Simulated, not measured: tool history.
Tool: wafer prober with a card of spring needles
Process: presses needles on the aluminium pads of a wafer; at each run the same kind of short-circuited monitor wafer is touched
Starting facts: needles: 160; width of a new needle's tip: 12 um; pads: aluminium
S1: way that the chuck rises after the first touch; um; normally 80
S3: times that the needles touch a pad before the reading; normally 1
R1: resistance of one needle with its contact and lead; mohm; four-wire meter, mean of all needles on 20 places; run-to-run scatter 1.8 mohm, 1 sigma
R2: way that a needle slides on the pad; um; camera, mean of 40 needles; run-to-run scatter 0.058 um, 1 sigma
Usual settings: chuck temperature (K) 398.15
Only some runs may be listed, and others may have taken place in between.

Run 1, hour 0: usual settings. Result: R1 236 mohm, R2 18.26 um.
At hour 9.4: tips cleaned on abrasive film.
At hour 25.1: tips cleaned on abrasive film.
At hour 37.7: tips cleaned on abrasive film.
At hour 53.3: tips cleaned on abrasive film.
At hour 69: tips cleaned on abrasive film.
At hour 81.6: tips cleaned on abrasive film.
At hour 94.2: tips cleaned on abrasive film.
Run 2, hour 94.2: usual settings. Result: R1 204 mohm, R2 18.13 um.
At hour 109.8: tips cleaned on abrasive film.
At hour 122.3: tips cleaned on abrasive film.
At hour 138: tips cleaned on abrasive film.
Run 3, hour 147.4: usual settings. Result: R1 265 mohm, R2 18.25 um.
At hour 150.6: tips cleaned on abrasive film.
At hour 163.1: tips cleaned on abrasive film.
At hour 178.8: tips cleaned on abrasive film.
At hour 194.5: tips cleaned on abrasive film.
Run 4, hour 206.8: usual settings. Result: R1 275 mohm, R2 18.15 um.
At hour 210.1: tips cleaned on abrasive film.
At hour 219.7: height of the first contact set anew.
At hour 226: tips cleaned on abrasive film.
At hour 238.6: tips cleaned on abrasive film.
At hour 254.3: tips cleaned on abrasive film.
At hour 266.8: tips cleaned on abrasive film.
At hour 282.5: tips cleaned on abrasive film.
Run 5, hour 286.7: usual settings. Result: R1 237 mohm, R2 18.3 um.
At hour 296.1: tips cleaned on abrasive film.
At hour 308.7: tips cleaned on abrasive film.
At hour 321.2: tips cleaned on abrasive film.
At hour 336.9: tips cleaned on abrasive film.
At hour 352.6: tips cleaned on abrasive film.
Run 6, hour 358.5: usual settings but chuck temperature (K) 312.15. Result: R1 238 mohm, R2 18.38 um.
At hour 367.9: tips cleaned on abrasive film.
At hour 383.6: tips cleaned on abrasive film.
At hour 399.2: tips cleaned on abrasive film.
At hour 414.9: tips cleaned on abrasive film.
At hour 427.5: tips cleaned on abrasive film.
Run 7, hour 433.9: usual settings. Result: R1 255 mohm, R2 18.35 um.
At hour 440.2: tips cleaned on abrasive film.
At hour 452.8: tips cleaned on abrasive film.
At hour 468.5: tips cleaned on abrasive film.
At hour 484.1: tips cleaned on abrasive film.
At hour 499.8: tips cleaned on abrasive film.
At hour 515.5: tips cleaned on abrasive film.
At hour 530.6: tips cleaned on abrasive film.
Run 8, hour 530.6: usual settings but S3 2. Result: R1 200 mohm, R2 18.18 um.
At hour 543.2: tips cleaned on abrasive film.
At hour 558.8: tips cleaned on abrasive film.
At hour 574.5: tips cleaned on abrasive film.
At hour 574.8: height of the first contact set anew.
At hour 581.1: tips cleaned on abrasive film, once more.
At hour 593.7: tips cleaned on abrasive film.
At hour 609.4: tips cleaned on abrasive film.
Run 9, hour 613: usual settings. Result: R1 231 mohm, R2 18.5 um.
At hour 622.5: tips cleaned on abrasive film.
At hour 638.1: tips cleaned on abrasive film.
At hour 653.8: tips cleaned on abrasive film.
At hour 669.5: tips cleaned on abrasive film.
At hour 685.1: tips cleaned on abrasive film.
At hour 697.7: tips cleaned on abrasive film.
At hour 712.9: tips cleaned on abrasive film.
Run 10, hour 712.9: usual settings. Result: R1 204 mohm, R2 18.38 um.
At hour 728.6: tips cleaned on abrasive film.
At hour 744.3: tips cleaned on abrasive film.
At hour 756.8: tips cleaned on abrasive film.
At hour 772.5: tips cleaned on abrasive film.
At hour 785.1: tips cleaned on abrasive film.
Run 11, hour 794.6: usual settings. Result: R1 270 mohm, R2 18.12 um.
At hour 797.8: tips cleaned on abrasive film.
At hour 810.3: tips cleaned on abrasive film.
At hour 826: tips cleaned on abrasive film.
Run 12, hour 838: usual settings. Result: R1 283 mohm, R2 18.2 um.
At hour 841.2: tips cleaned on abrasive film.
At hour 856.9: tips cleaned on abrasive film.
At hour 872.5: tips cleaned on abrasive film.
At hour 885.1: tips cleaned on abrasive film.
At hour 897.6: tips cleaned on abrasive film.
Run 13, hour 904.1: usual settings but S1 76 um, chuck temperature (K) 317.15, S3 2. Result: R1 232 mohm, R2 17.22 um.

Forecast run 14:
At hour 910.4: tips cleaned on abrasive film.
At hour 926.1: tips cleaned on abrasive film.
At hour 932.6: height of the first contact set anew.
At hour 942: tips cleaned on abrasive film.
At hour 957.7: tips cleaned on abrasive film.
Run 14, hour 966.4: usual settings but S1 76 um, chuck temperature (K) 317.15, S3 2. Result: R1 ?, R2 ?.

R1: 232 mohm
R2: 17.59 um
Were there no unlogged condition in the tool, this run, its random variation unchanged, would have produced R1 177 mohm, R2 17.63 um.
